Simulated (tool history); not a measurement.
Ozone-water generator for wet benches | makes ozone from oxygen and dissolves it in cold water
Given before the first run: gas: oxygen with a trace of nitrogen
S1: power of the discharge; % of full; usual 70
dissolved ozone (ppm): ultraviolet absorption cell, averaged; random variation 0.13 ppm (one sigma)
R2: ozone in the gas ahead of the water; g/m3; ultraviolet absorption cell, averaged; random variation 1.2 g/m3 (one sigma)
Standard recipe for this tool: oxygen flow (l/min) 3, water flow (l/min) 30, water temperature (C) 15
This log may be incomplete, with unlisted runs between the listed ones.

Run 1, hour 0: usual settings. Result: dissolved ozone (ppm) 12.9, R2 207 g/m3.
Run 2, hour 73.4: usual settings. Result: dissolved ozone (ppm) 13.1, R2 205.2 g/m3.
Run 3, hour 159.6: usual settings but S1 61 % of full. Result: dissolved ozone (ppm) 11.5, R2 182.3 g/m3.
Run 4, hour 216.3: usual settings but S1 61 % of full. Result: dissolved ozone (ppm) 11.7, R2 181.1 g/m3.
Run 5, hour 288.9: usual settings but S1 61 % of full. Result: dissolved ozone (ppm) 11.7, R2 179.9 g/m3.
Run 6, hour 342.1: usual settings but S1 61 % of full, oxygen flow (l/min) 4.91. Result: dissolved ozone (ppm) 12.3, R2 134.3 g/m3.
Run 7, hour 405.7: usual settings but S1 61 % of full, oxygen flow (l/min) 2.25. Result: dissolved ozone (ppm) 10.9, R2 214.1 g/m3.
Run 8, hour 485: usual settings but S1 61 % of full, oxygen flow (l/min) 2.25. Result: dissolved ozone (ppm) 10.8, R2 214.2 g/m3.
Run 9, hour 561.1: usual settings but S1 61 % of full, oxygen flow (l/min) 2.25. Result: dissolved ozone (ppm) 10.7, R2 215.4 g/m3.
Run 10, hour 659.7: usual settings but S1 61 % of full, oxygen flow (l/min) 2.25. Result: dissolved ozone (ppm) 10.8, R2 212.6 g/m3.
Run 11, hour 704.3: usual settings. Result: dissolved ozone (ppm) 13, R2 203.7 g/m3.
Run 12, hour 803.6: usual settings. Result: dissolved ozone (ppm) 12.9, R2 204.4 g/m3.
Run 13, hour 907.4: usual settings. Result: dissolved ozone (ppm) 12.9, R2 202.9 g/m3.
Run 14, hour 988.4: usual settings. Result: dissolved ozone (ppm) 12.7, R2 202.1 g/m3.
Run 15, hour 1050.7: usual settings but S1 56 % of full. Result: dissolved ozone (ppm) 10.5, R2 166.2 g/m3.
Run 16, hour 1155.4: usual settings but S1 56 % of full. Result: dissolved ozone (ppm) 10.5, R2 164.5 g/m3.
Run 17, hour 1221.9: usual settings but S1 56 % of full. Result: dissolved ozone (ppm) 10.3, R2 165.1 g/m3.
Run 18, hour 1292.3: usual settings but S1 56 % of full. Result: dissolved ozone (ppm) 10.3, R2 164.6 g/m3.
Run 19, hour 1394.8: usual settings but S1 55 % of full, oxygen flow (l/min) 3.46, water flow (l/min) 24, water temperature (C) 7. Result: dissolved ozone (ppm) 13.9, R2 149.1 g/m3.
Run 20, hour 1478.2: usual settings but S1 55 % of full, oxygen flow (l/min) 1.58, water flow (l/min) 43, water temperature (C) 23. Result: dissolved ozone (ppm) 5.5, R2 238 g/m3.
Run 21, hour 1582.1: usual settings but S1 55 % of full, oxygen flow (l/min) 1.58, water flow (l/min) 43, water temperature (C) 23. Result: dissolved ozone (ppm) 5.9, R2 237.2 g/m3.
Run 22, hour 1665.9: usual settings but S1 50 % of full, oxygen flow (l/min) 3.05, water flow (l/min) 27, water temperature (C) 16. Result: dissolved ozone (ppm) 10.3, R2 146.4 g/m3.
Run 23, hour 1726: usual settings but oxygen flow (l/min) 3.64, water flow (l/min) 21. Result: dissolved ozone (ppm) 18.2, R2 179.5 g/m3.
Run 24, hour 1830.7: usual settings but oxygen flow (l/min) 1.7, water flow (l/min) 21. Result: dissolved ozone (ppm) 16.2, R2 284.1 g/m3.
Run 25, hour 1906.8: usual settings but oxygen flow (l/min) 1.7, water flow (l/min) 43, water temperature (C) 10. Result: dissolved ozone (ppm) 7.3, R2 285.3 g/m3.
Run 26, hour 1978.6: usual settings but oxygen flow (l/min) 2.09, water flow (l/min) 34, water temperature (C) 9. Result: dissolved ozone (ppm) 10.4, R2 248.4 g/m3.
Run 27, hour 2077.9: usual settings but oxygen flow (l/min) 2.09, water flow (l/min) 34, water temperature (C) 9. Result: dissolved ozone (ppm) 10.6, R2 248.4 g/m3.
Run 28, hour 2133.1: usual settings but oxygen flow (l/min) 2.09, water flow (l/min) 34, water temperature (C) 9. Result: dissolved ozone (ppm) 10.3, R2 250.4 g/m3.
Run 29, hour 2231.6: usual settings but oxygen flow (l/min) 2.09, water flow (l/min) 34, water temperature (C) 9. Result: dissolved ozone (ppm) 10.3, R2 249.6 g/m3.
Run 30, hour 2334.8: usual settings but oxygen flow (l/min) 2.09, water flow (l/min) 34, water temperature (C) 9. Result: dissolved ozone (ppm) 10.3, R2 247.5 g/m3.
Run 31, hour 2401.3: usual settings but S1 76 % of full, oxygen flow (l/min) 5.12, water flow (l/min) 38, water temperature (C) 17. Result: dissolved ozone (ppm) 11.2, R2 154.1 g/m3.
Run 32, hour 2464.3: usual settings but S1 72 % of full, oxygen flow (l/min) 5.12, water flow (l/min) 38, water temperature (C) 12. Result: dissolved ozone (ppm) 11, R2 146.4 g/m3.
Run 33, hour 2555.3: usual settings but water flow (l/min) 24, water temperature (C) 16. Result: dissolved ozone (ppm) 15.4, R2 198 g/m3.

What would each run have given without the hidden state, its run-to-run variation left as it was?
What the log doesn't record here: yield of the discharge, % of new electrodes'; contactor's efficiency, % of a clean one's; true water temperature over the reading, C; drift of the gauge itself on ozone_ppm, %; drift of the gauge itself on gas_g_m3, %.
run  dissolved ozone (ppm)     R2
  1                   13.4  208.1
  2                   13.6  206.5
  3                   11.9  183.5
  4                   12.1  182.5
  5                   12.1  181.4
  6                   12.8  135.6
  7                   11.4  216.3
  8                   11.3  216.6
  9                   11.2  218.1
 10                   11.4  215.6
 11                   13.7  207.1
 12                   13.6  208.1
 13                   13.6    207
 14                   13.5  206.4
 15                   11.1  169.2
 16                   11.1  167.6
 17                   10.9  168.4
 18                   10.9  168.1
 19                   14.7  152.3
 20                    5.9  243.5
 21                    6.3    243
 22                   10.9  149.6
 23                   19.4  185.6
 24                   17.3  294.2
 25                      8  295.8
 26                   11.3  257.8
 27                   11.5  258.3
 28                   11.3  260.6
 29                   11.3  260.1
 30                   11.4  258.5
 31                   12.4  161.6
 32                   12.2  153.4
 33                   16.8  207.5
